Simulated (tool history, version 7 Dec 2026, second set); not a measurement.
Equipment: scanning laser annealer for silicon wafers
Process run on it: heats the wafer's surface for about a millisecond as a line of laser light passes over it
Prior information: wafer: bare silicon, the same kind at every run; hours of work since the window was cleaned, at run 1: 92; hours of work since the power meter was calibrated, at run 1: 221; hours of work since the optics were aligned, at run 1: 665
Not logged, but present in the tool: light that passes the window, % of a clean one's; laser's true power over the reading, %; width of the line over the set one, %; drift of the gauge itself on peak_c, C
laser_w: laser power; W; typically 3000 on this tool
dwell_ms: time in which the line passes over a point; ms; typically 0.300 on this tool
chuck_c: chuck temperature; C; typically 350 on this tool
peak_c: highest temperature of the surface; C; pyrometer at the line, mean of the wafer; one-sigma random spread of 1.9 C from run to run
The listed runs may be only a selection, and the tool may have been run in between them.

run,hour,laser_w,dwell_ms,chuck_c,hours of work since the window was cleaned,hours of work since the power meter was calibrated,hours of work since the optics were aligned,peak_c
1,0.0,3000,0.300,350,92,221,665,1167
2,11.8,3000,0.300,350,98,227,671,1166
3,21.9,3000,0.315,350,103,232,676,1185
4,33.5,3000,0.315,350,109,238,682,1185
5,39.5,3000,0.315,350,112,241,685,1181
6,50.0,3000,0.315,350,118,246,691,1184
7,60.7,2724,0.331,349,123,252,696,1128
8,67.8,3000,0.300,368,127,256,700,1178
9,73.3,3270,0.250,339,129,258,703,1156

Run 10 is up next; what results do you expect?
10,84.4,2700,0.300,345,135,264,708,?

Run 10 measured peak_c 1084 C.
With the hidden condition absent and the run-to-run variation left alone, this run would have shown peak_c 1085 C.
